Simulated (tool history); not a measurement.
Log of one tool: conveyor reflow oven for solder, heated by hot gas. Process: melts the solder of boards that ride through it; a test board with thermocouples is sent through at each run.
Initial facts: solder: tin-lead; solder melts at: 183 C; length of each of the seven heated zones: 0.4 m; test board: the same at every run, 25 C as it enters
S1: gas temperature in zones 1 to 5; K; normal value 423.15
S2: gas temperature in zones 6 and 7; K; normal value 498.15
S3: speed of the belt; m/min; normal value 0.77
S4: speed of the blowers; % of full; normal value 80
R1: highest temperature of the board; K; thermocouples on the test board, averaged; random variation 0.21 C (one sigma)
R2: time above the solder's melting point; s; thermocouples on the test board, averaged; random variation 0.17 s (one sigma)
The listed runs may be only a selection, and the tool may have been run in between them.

run 1 day=0 | S1=423.15 S2=498.15 S3=0.77 S4=80 | R1=489.45 R2=51.3
run 2 day=0.617 | S1=423.15 S2=497.15 S3=0.77 S4=80 | R1=488.55 R2=50.6
run 3 day=1.025 | S1=432.15 S2=498.15 S3=0.77 S4=80 | R1=491.05 R2=54.8
run 4 day=1.533 | S1=432.15 S2=498.15 S3=0.77 S4=80 | R1=490.65 R2=55
run 5 day=2.167 | S1=432.15 S2=498.15 S3=0.77 S4=80 | R1=490.45 R2=55.2
run 6 day=2.575 | S1=432.15 S2=498.15 S3=0.77 S4=80 | R1=490.45 R2=54.9
run 7 day=3.062 | S1=432.15 S2=498.15 S3=0.77 S4=80 | R1=489.95 R2=55.5
run 8 day=3.446 | S1=432.15 S2=498.15 S3=0.77 S4=80 | R1=490.55 R2=55.1
run 9 day=3.867 | S1=432.15 S2=498.15 S3=0.77 S4=80 | R1=490.65 R2=55.3
run 10 day=4.308 | S1=423.15 S2=498.15 S3=0.626 S4=80 | R1=493.35 R2=66.2
run 11 day=4.65 | S1=423.15 S2=498.15 S3=0.731 S4=80 | R1=490.35 R2=55.1
run 12 day=5.146 | S1=423.15 S2=498.15 S3=0.731 S4=80 | R1=490.65 R2=54.8
run 13 day=5.85 | S1=426.15 S2=498.15 S3=0.77 S4=80 | R1=489.75 R2=52.1
run 14 day=6.379 | S1=426.15 S2=498.15 S3=0.77 S4=80 | R1=489.75 R2=52.2
run 15 day=6.683 | S1=426.15 S2=498.15 S3=0.77 S4=80 | R1=489.65 R2=52.4
run 16 day=7.067 | S1=426.15 S2=498.15 S3=0.77 S4=80 | R1=490.05 R2=52.3
run 17 day=7.521 | S1=426.15 S2=498.15 S3=0.77 S4=80 | R1=489.45 R2=52.2
run 18 day=7.908 | S1=426.15 S2=498.15 S3=0.879 S4=58 | R1=481.95 R2=39.5
run 19 day=8.208 | S1=423.15 S2=502.15 S3=0.81 S4=80 | R1=491.85 R2=49.5
run 20 day=9.088 | S1=423.15 S2=498.15 S3=0.643 S4=80 | R1=492.05 R2=64.6
run 21 day=9.571 | S1=423.15 S2=498.15 S3=0.708 S4=61 | R1=487.75 R2=54.4
run 22 day=10.05 | S1=423.15 S2=498.15 S3=0.708 S4=61 | R1=488.05 R2=54.1
run 23 day=10.5 | S1=423.15 S2=498.15 S3=0.708 S4=61 | R1=487.65 R2=54.3
run 24 day=11.117 | S1=423.15 S2=498.15 S3=0.807 S4=89 | R1=489.65 R2=48.8
run 25 day=11.521 | S1=423.15 S2=501.15 S3=0.9 S4=51 | R1=480.65 R2=35.7
run 26 day=12.175 | S1=434.15 S2=491.15 S3=0.77 S4=87 | R1=485.45 R2=53.7
run 27 day=12.729 | S1=434.15 S2=491.15 S3=0.77 S4=87 | R1=484.95 R2=54.2
run 28 day=13.392 | S1=419.15 S2=498.15 S3=0.687 S4=80 | R1=491.15 R2=57.7
run 29 day=13.883 | S1=433.15 S2=510.15 S3=0.77 S4=80 | R1=501.65 R2=59.8
run 30 day=14.496 | S1=429.15 S2=494.15 S3=0.794 S4=56 | R1=481.45 R2=45.4
run 31 day=15.129 | S1=437.15 S2=486.15 S3=0.794 S4=56 | R1=476.25 R2=45.2

Removed from this log: 1 entry logged between the listed runs. Between which two listed runs does each belong, and how does the tool's hidden state at the listed run before it compare with that at the listed run after it?
Run 19 -> run 20: flux residue cleaned out of gas plates and filters (day 8.5)
  heat that the gas passes to the board, % of a clean oven's: 99.8 -> 100
